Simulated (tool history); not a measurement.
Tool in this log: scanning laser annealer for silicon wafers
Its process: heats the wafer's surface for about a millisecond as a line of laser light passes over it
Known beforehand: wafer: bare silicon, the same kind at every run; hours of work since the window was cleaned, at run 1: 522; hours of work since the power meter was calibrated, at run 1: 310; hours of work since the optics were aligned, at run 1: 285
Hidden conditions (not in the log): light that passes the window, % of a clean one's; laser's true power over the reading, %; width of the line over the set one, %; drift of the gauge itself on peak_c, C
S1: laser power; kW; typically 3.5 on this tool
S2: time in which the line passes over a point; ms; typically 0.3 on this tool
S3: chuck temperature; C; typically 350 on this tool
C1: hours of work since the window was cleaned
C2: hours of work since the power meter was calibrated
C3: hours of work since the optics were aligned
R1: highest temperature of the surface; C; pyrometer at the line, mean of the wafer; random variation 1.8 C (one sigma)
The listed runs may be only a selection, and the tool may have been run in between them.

Run 1, hour 0: usual settings; C1 522; C2 310; C3 285. Result: R1 1034 C.
Run 2, hour 19.9: usual settings; C1 537; C2 326; C3 301. Result: R1 1028 C.
Run 3, hour 44.5: usual settings; C1 557; C2 345; C3 320. Result: R1 1026 C.
Run 4, hour 66: usual settings; C1 573; C2 362; C3 336. Result: R1 1028 C.
Run 5, hour 81.3: usual settings but S3 368 C; C1 585; C2 373; C3 348. Result: R1 1045 C.
Run 6, hour 99.7: usual settings but S3 368 C; C1 599; C2 388; C3 363. Result: R1 1042 C.
Run 7, hour 124.3: usual settings but S3 368 C; C1 619; C2 407; C3 382. Result: R1 1043 C.
Run 8, hour 148.3: usual settings but S3 368 C; C1 637; C2 426; C3 400. Result: R1 1039 C.
Run 9, hour 167.3: usual settings but S3 368 C; C1 652; C2 440; C3 415. Result: R1 1038 C.
Run 10, hour 182.5: usual settings but S1 2.975 kW, S3 368 C; C1 664; C2 452; C3 427. Result: R1 924 C.
Run 11, hour 194.8: usual settings but S3 380 C; C1 673; C2 462; C3 436. Result: R1 1052 C.
Run 12, hour 207.1: usual settings; C1 683; C2 471; C3 446. Result: R1 1016 C.
Run 13, hour 228.5: usual settings; C1 699; C2 488; C3 463. Result: R1 1018 C.
Run 14, hour 252.9: usual settings; C1 718; C2 507; C3 482. Result: R1 1018 C.
Run 15, hour 263.8: usual settings but S2 0.281 ms; C1 727; C2 515; C3 490. Result: R1 996 C.
Run 16, hour 283.2: usual settings but S2 0.281 ms; C1 742; C2 530; C3 505. Result: R1 999 C.
Run 17, hour 303.6: usual settings but S3 311 C; C1 758; C2 546; C3 521. Result: R1 977 C.
Run 18, hour 328.6: usual settings but S1 3.378 kW; C1 777; C2 566; C3 540. Result: R1 986 C.
Run 19, hour 347.8: usual settings but S1 3.378 kW; C1 792; C2 581; C3 555. Result: R1 987 C.
Run 20, hour 361.7: usual settings but S1 3.378 kW; C1 803; C2 591; C3 566. Result: R1 983 C.
At hour 368.7: window over the wafer cleaned.
Run 21, hour 386.7: usual settings; C1 14; C2 609; C3 584. Result: R1 991 C.
Run 22, hour 398.3: usual settings; C1 23; C2 618; C3 593. Result: R1 991 C.
Run 23, hour 419: usual settings but S1 2.977 kW, S3 326 C; C1 39; C2 634; C3 609. Result: R1 859 C.
Run 24, hour 432.3: usual settings but S1 2.977 kW, S2 0.214 ms, S3 326 C; C1 49; C2 645; C3 619. Result: R1 782 C.
Run 25, hour 452.4: usual settings but S3 355 C; C1 65; C2 660; C3 635. Result: R1 992 C.
Run 26, hour 467.7: usual settings but S3 355 C; C1 77; C2 672; C3 647. Result: R1 991 C.
At hour 493.5: window over the wafer cleaned, once more.
Run 27, hour 494: usual settings but S3 355 C; C1 0; C2 691; C3 666. Result: R1 1046 C.
Run 28, hour 504.5: usual settings but S3 355 C; C1 9; C2 699; C3 674. Result: R1 1050 C.
Run 29, hour 521.2: usual settings but S1 3.148 kW, S2 0.349 ms, S3 320 C; C1 22; C2 712; C3 687. Result: R1 976 C.
Run 30, hour 534.1: usual settings but S1 3.233 kW, S2 0.222 ms, S3 367 C; C1 32; C2 722; C3 697. Result: R1 919 C.
Run 31, hour 546.9: usual settings but S1 3.667 kW, S2 0.222 ms, S3 367 C; C1 42; C2 732; C3 707. Result: R1 1005 C.
Run 32, hour 561: usual settings but S1 3.667 kW, S2 0.349 ms, S3 378 C; C1 53; C2 743; C3 718. Result: R1 1157 C.
Run 33, hour 573: usual settings but S1 3.242 kW, S2 0.243 ms, S3 382 C; C1 62; C2 753; C3 727. Result: R1 955 C.
Run 34, hour 595.9: usual settings but S1 3.103 kW, S2 0.375 ms, S3 382 C; C1 80; C2 770; C3 745. Result: R1 1043 C.
At hour 616.1: optics aligned, line set to its width.
Run 35, hour 621.6: usual settings but S1 3.103 kW, S2 0.375 ms, S3 336 C; C1 96; C2 786; C3 4. Result: R1 1020 C.
Run 36, hour 640.5: usual settings but S1 3.103 kW, S2 0.375 ms, S3 336 C; C1 110; C2 801; C3 19. Result: R1 1016 C.

What will run 37 give?
Run 37, hour 662.4: usual settings but S1 3.611 kW, S2 0.247 ms, S3 336 C; C1 127; C2 818; C3 36. Result: R1 ?.

Run 37 measured R1 1010 C.
On a tool with no hidden condition, and with the same random variation, this run would have come out at R1 1019 C.
